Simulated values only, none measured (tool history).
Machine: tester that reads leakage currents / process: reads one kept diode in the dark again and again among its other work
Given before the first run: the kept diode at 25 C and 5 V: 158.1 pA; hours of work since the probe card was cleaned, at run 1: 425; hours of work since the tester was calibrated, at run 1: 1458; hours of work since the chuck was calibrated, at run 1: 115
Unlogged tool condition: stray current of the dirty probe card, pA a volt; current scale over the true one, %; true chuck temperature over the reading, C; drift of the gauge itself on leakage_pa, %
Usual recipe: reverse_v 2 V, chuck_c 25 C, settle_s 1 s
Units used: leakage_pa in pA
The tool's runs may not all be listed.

run    hour  reverse_v  chuck_c  settle_s  hours of work since the probe card was cleaned  hours of work since the tester was calibrated  hours of work since the chuck was calibrated  leakage_pa
  1       0          2       25         1                                             425                                           1458                                           115      113.39
  2    16.9          2       25         1                                             437                                           1470                                           127       113.5
  3    51.3          2       25      1.32                                             460                                           1493                                           150      113.86
  4    85.1          2       25      1.32                                             483                                           1516                                           173       112.9
  5   120.2        8.2       25         1                                             507                                           1540                                           197      193.61
  6   147.9        8.2       25         1                                             526                                           1559                                           216       194.3
  7   168.6        8.2       25         1                                             540                                           1574                                           230      193.44
  8   200.1      14.05       25         1                                             562                                           1595                                           252      237.76
  9   232.7      14.05       25         1                                             584                                           1617                                           274      239.27
 10   251.2          2       25         1                                             597                                           1630                                           287       113.1
 11   271.3          2       25         1                                             611                                           1644                                           301      112.67
 12   297.3          2       25         1                                             629                                           1662                                           319      112.24
 13   321.6          2       25      0.59                                             645                                           1678                                           335      112.32
 14   348.1          2       25         1                                             663                                           1696                                           353       112.2
 15   372.4          2       25         1                                             680                                           1713                                           370      111.68
      377.6  -- tester calibrated
 16   405.8          2       25         1                                             701                                             19                                           391      112.43
 17     435          2       25         1                                             721                                             39                                           411      111.98
 18   450.6          2       25      2.91                                             732                                             50                                           422      111.35
 19   469.2          2       36         1                                             745                                             63                                           435      273.49
      493.5  -- tester calibrated, once more
 20   504.9          2       25         1                                             768                                              8                                           458      109.82
 21   525.1      17.43       25      1.71                                             782                                             22                                           472      253.03
 22   551.7       3.56       59      3.52                                             800                                             40                                           490     1800.45
 23   569.6       3.56       59      3.52                                             812                                             52                                           502      1792.3
 24     597       1.16       30      0.45                                             831                                             71                                           521      134.25
 25   622.1       4.96       34      2.23                                             848                                             88                                           538      318.98
 26     657       4.96       34      2.23                                             872                                            112                                           562      319.62
 27   686.4       3.39       33      0.75                                             892                                            132                                           582      257.06
 28   709.2       3.39       33      0.75                                             908                                            148                                           598      256.44
 29   743.6       1.32       25      0.48                                             931                                            171                                           621       92.63
 30   759.8          2       29         1                                             942                                            182                                           632      150.51
 31   777.2       1.15       25      3.15                                             954                                            194                                           644       87.91
 32   813.3       7.02       25       0.7                                             979                                            219                                           669      175.27
 33   850.7       7.02       25       0.7                                            1005                                            244                                           695      175.65
 34   879.7          2       32      8.09                                            1024                                            264                                           714      191.55
 35   907.3          2       32      8.09                                            1043                                            283                                           733      191.53
 36   944.2      17.99       22      8.09                                            1069                                            308                                           759       195.7
 37   981.8      17.99       22      8.09                                            1094                                            334                                           784      197.44
 38  1002.2      17.99       22      8.09                                            1108                                            348                                           798      195.81
 39  1029.5       3.17       59      3.68                                            1127                                            367                                           817     1690.24

4 options for the next run, each taken on its own from the tool as it stands now. Forecast them:
  A  1058.7       16.5       24         1                                            1147                                            387                                           837           ?
  B  1058.7          2       25      1.28                                            1147                                            387                                           837           ?
  C  1058.7       3.17       59      1.48                                            1147                                            387                                           837           ?
  D  1058.7       2.42       57      1.43                                            1147                                            387                                           837           ?

run  leakage_pa
  A      225.76
  B      106.59
  C     1681.55
  D     1319.63
What these runs would have given with no unlogged condition in the tool:
run  leakage_pa
  A      230.74
  B      112.06
  C     1760.74
  D      1382.7

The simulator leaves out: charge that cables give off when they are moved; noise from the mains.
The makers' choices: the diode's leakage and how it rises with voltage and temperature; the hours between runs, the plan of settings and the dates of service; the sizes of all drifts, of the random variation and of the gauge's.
